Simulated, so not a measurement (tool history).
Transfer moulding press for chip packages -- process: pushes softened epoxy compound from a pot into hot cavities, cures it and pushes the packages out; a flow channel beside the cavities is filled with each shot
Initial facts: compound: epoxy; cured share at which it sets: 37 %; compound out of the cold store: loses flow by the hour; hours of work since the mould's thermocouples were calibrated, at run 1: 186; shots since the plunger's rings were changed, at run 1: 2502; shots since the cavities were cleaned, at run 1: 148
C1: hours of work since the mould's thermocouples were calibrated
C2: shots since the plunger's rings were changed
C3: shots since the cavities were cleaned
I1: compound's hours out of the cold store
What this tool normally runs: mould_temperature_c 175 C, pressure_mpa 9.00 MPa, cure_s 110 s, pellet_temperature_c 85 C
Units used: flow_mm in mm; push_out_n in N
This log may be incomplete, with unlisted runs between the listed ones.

Run 1, hour 0.0: usual settings; C1 186; C2 2502; C3 148; I1 20.1. Result: flow_mm 587 mm, push_out_n 366 N.
Run 2, hour 40.2: usual settings but pellet_temperature_c 90 C; C1 206; C2 2833; C3 479; I1 44.2. Result: flow_mm 516 mm, push_out_n 488 N.
At hour 56.1: cavities cleaned with cleaning compound and waxed.
Run 3, hour 117.9: usual settings; C1 244; C2 3460; C3 509; I1 13.9. Result: flow_mm 593 mm, push_out_n 610 N.
At hour 131.8: cavities cleaned with cleaning compound and waxed.
Run 4, hour 156.1: usual settings; C1 263; C2 3763; C3 201; I1 25.0. Result: flow_mm 561 mm, push_out_n 410 N.
Run 5, hour 191.4: usual settings; C1 280; C2 4053; C3 491; I1 25.1. Result: flow_mm 559 mm, push_out_n 507 N.
At hour 207.3: cavities cleaned with cleaning compound and waxed.
Run 6, hour 261.4: usual settings but pellet_temperature_c 93 C; C1 314; C2 4618; C3 446; I1 22.1. Result: flow_mm 564 mm, push_out_n 494 N.
At hour 280.5: cavities cleaned with cleaning compound and waxed.
At hour 296.8: mould's thermocouples calibrated.
Run 7, hour 340.1: usual settings but pellet_temperature_c 93 C; C1 21; C2 5237; C3 474; I1 46.9. Result: flow_mm 488 mm, push_out_n 478 N.
At hour 357.7: cavities cleaned with cleaning compound and waxed.
Run 8, hour 381.2: usual settings but pellet_temperature_c 93 C; C1 41; C2 5563; C3 194; I1 33.9. Result: flow_mm 528 mm, push_out_n 404 N.
At hour 410.2: plunger's sealing rings changed.
Run 9, hour 430.3: usual settings; C1 64; C2 166; C3 578; I1 13.7. Result: flow_mm 625 mm, push_out_n 540 N.
At hour 436.3: cavities cleaned with cleaning compound and waxed.
Run 10, hour 475.7: usual settings but pressure_mpa 7.12 MPa, cure_s 133 s, pellet_temperature_c 90 C; C1 86; C2 527; C3 325; I1 35.8. Result: flow_mm 489 mm, push_out_n 385 N.
At hour 507.1: cavities cleaned with cleaning compound and waxed, once more.
Run 11, hour 512.6: usual settings but mould_temperature_c 178 C, pressure_mpa 9.56 MPa, cure_s 148 s, pellet_temperature_c 91 C; C1 104; C2 818; C3 45; I1 24.0. Result: flow_mm 592 mm, push_out_n 282 N.
At hour 583.2: cavities cleaned with cleaning compound and waxed.
Run 12, hour 585.6: usual settings but mould_temperature_c 167 C, cure_s 116 s, pellet_temperature_c 76 C; C1 139; C2 1407; C3 20; I1 32.7. Result: flow_mm 582 mm, push_out_n 442 N.
Run 13, hour 644.5: usual settings but pressure_mpa 10.52 MPa; C1 169; C2 1892; C3 505; I1 11.9. Result: flow_mm 669 mm, push_out_n 500 N.
At hour 659.4: cavities cleaned with cleaning compound and waxed.
Run 14, hour 713.5: usual settings but pressure_mpa 10.31 MPa, cure_s 144 s; C1 202; C2 2448; C3 446; I1 16.8. Result: flow_mm 639 mm, push_out_n 430 N.
At hour 734.7: cavities cleaned with cleaning compound and waxed.
Run 15, hour 755.9: usual settings but cure_s 100 s; C1 222; C2 2785; C3 175; I1 37.8. Result: flow_mm 531 mm, push_out_n 430 N.
Run 16, hour 790.7: usual settings but mould_temperature_c 168 C; C1 240; C2 3071; C3 461; I1 16.1. Result: flow_mm 621 mm, push_out_n 732 N.
At hour 811.0: cavities cleaned with cleaning compound and waxed.
Run 17, hour 827.1: usual settings but mould_temperature_c 168 C; C1 257; C2 3358; C3 132; I1 10.8. Result: flow_mm 636 mm, push_out_n 574 N.
Run 18, hour 862.4: usual settings but mould_temperature_c 174 C, pressure_mpa 10.24 MPa, cure_s 101 s, pellet_temperature_c 94 C; C1 275; C2 3649; C3 423; I1 30.2. Result: flow_mm 585 mm, push_out_n 544 N.

Here are 3 independent what-if runs from the current tool condition. What would each one return?
At hour 885.8: cavities cleaned with cleaning compound and waxed.
Run A, hour 903.6: usual settings but mould_temperature_c 171 C, pressure_mpa 10.24 MPa, cure_s 101 s, pellet_temperature_c 94 C; C1 294; C2 3976; C3 146; I1 45.3. Result: flow_mm ?, push_out_n ?.
At hour 885.8: cavities cleaned with cleaning compound and waxed.
Run B, hour 903.6: usual settings but pellet_temperature_c 77 C; C1 294; C2 3976; C3 146; I1 23.9. Result: flow_mm ?, push_out_n ?.
At hour 885.8: cavities cleaned with cleaning compound and waxed.
Run C, hour 903.6: usual settings but mould_temperature_c 170 C, pressure_mpa 10.13 MPa; C1 294; C2 3976; C3 146; I1 23.1. Result: flow_mm ?, push_out_n ?.

run  flow_mm  push_out_n
  A      551         496
  B      566         375
  C      616         469
The same runs, with their run-to-run variation unchanged, on a tool lacking any hidden condition would have given:
run  flow_mm  push_out_n
  A      580         387
  B      596         291
  C      649         364
